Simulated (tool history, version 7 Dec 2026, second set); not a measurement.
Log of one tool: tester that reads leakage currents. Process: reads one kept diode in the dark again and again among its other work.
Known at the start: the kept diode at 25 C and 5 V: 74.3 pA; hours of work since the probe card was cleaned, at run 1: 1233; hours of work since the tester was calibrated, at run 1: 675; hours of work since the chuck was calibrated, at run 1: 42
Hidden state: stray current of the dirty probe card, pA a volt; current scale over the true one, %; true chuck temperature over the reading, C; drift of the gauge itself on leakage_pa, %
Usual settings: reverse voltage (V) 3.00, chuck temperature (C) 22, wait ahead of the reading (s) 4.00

run   hour  reverse voltage (V)  chuck temperature (C)  wait ahead of the reading (s)  hours of work since the probe card was cleaned  hours of work since the tester was calibrated  hours of work since the chuck was calibrated  current that the tester gives (pA)
  1    0.0                 3.00                     22                           4.00                                            1233                                            675                                            42                               49.14
  2   19.4                 3.00                     22                           4.00                                            1248                                            690                                            57                               49.14
  3   43.9                 3.00                     51                           4.00                                            1267                                            709                                            76                              412.88
  4   82.2                 3.00                     22                           6.08                                            1296                                            739                                           106                               49.70
  5  122.7                14.07                     22                           4.00                                            1328                                            770                                           137                              120.71
  6  149.8                14.07                     22                           4.00                                            1349                                            791                                           158                              120.62
  7  170.9                14.07                     22                           4.00                                            1365                                            807                                           175                              121.33
  8  204.7                14.07                     22                           4.00                                            1391                                            834                                           201                              121.85
  9  223.5                14.07                     22                           4.00                                            1406                                            848                                           216                              121.57
 10  250.1                14.07                     40                           4.00                                            1427                                            869                                           236                              433.59
 11  268.3                 3.00                     22                           6.62                                            1441                                            883                                           250                               50.25
 12  286.3                 1.17                     22                           4.00                                            1455                                            897                                           264                               30.16
 13  310.5                 3.00                     22                           4.00                                            1473                                            916                                           283                               50.53
 14  332.2                 3.00                     22                           4.00                                            1490                                            933                                           300                               50.80
 15  367.1                 3.00                     22                           4.00                                            1517                                            960                                           327                               50.85
 16  387.0                 3.00                     22                           1.13                                            1533                                            975                                           342                               51.26
 17  415.1                 3.00                     22                           4.00                                            1555                                            997                                           364                               51.03
 18  433.6                 3.00                     22                           4.00                                            1569                                           1011                                           379                               51.18
 19  452.2                 3.00                     21                           0.47                                            1584                                           1026                                           393                               48.92
     456.1  -- tester calibrated
 20  489.8                 3.00                     45                           0.47                                            1611                                             26                                           421                              279.61
 21  508.1                 3.00                     45                           0.47                                            1625                                             40                                           435                              278.77
 22  533.6                 3.90                     45                           0.47                                            1645                                             60                                           455                              321.18
 23  564.4                 2.10                     22                           4.51                                            1669                                             84                                           479                               42.49
 24  586.1                 2.10                     22                           4.51                                            1686                                            101                                           496                               42.33
     596.3  -- tester calibrated, once more
 25  617.3                 3.00                     30                           4.74                                            1709                                             16                                           518                               92.58
 26  634.5                 3.00                     30                           4.74                                            1722                                             30                                           531                               92.92
 27  658.7                14.41                     22                           5.16                                            1741                                             48                                           550                              129.74
 28  694.5                 5.99                     22                           5.16                                            1768                                             76                                           578                               77.26
 29  712.2                 5.99                     22                           5.16                                            1782                                             90                                           592                               76.88
 30  738.9                 6.84                     29                           4.00                                            1803                                            111                                           613                              136.65
 31  759.3                 6.84                     29                           4.00                                            1819                                            126                                           628                              136.73
 32  781.5                 6.84                     29                           4.00                                            1836                                            144                                           646                              136.68
 33  819.9                 1.46                     22                           4.00                                            1866                                            174                                           675                               34.80
 34  840.1                 1.04                     36                           2.83                                            1882                                            189                                           691                               83.62

Forecast each of these 4 alternatives for the next run:
  A  856.7                 1.72                     36                           1.09                                            1894                                            202                                           704                                   ?
  B  856.7                12.07                     29                           0.40                                            1894                                            202                                           704                                   ?
  C  856.7                 1.04                     34                           2.83                                            1894                                            202                                           704                                   ?
  D  856.7                 3.00                     22                           8.36                                            1894                                            202                                           704                                   ?

run  current that the tester gives (pA)
  A                              109.43
  B                              196.60
  C                               72.26
  D                               52.48
Without the tool's hidden state the same runs would have given:
run  current that the tester gives (pA)
  A                              103.74
  B                              167.58
  C                               68.68
  D                               45.08
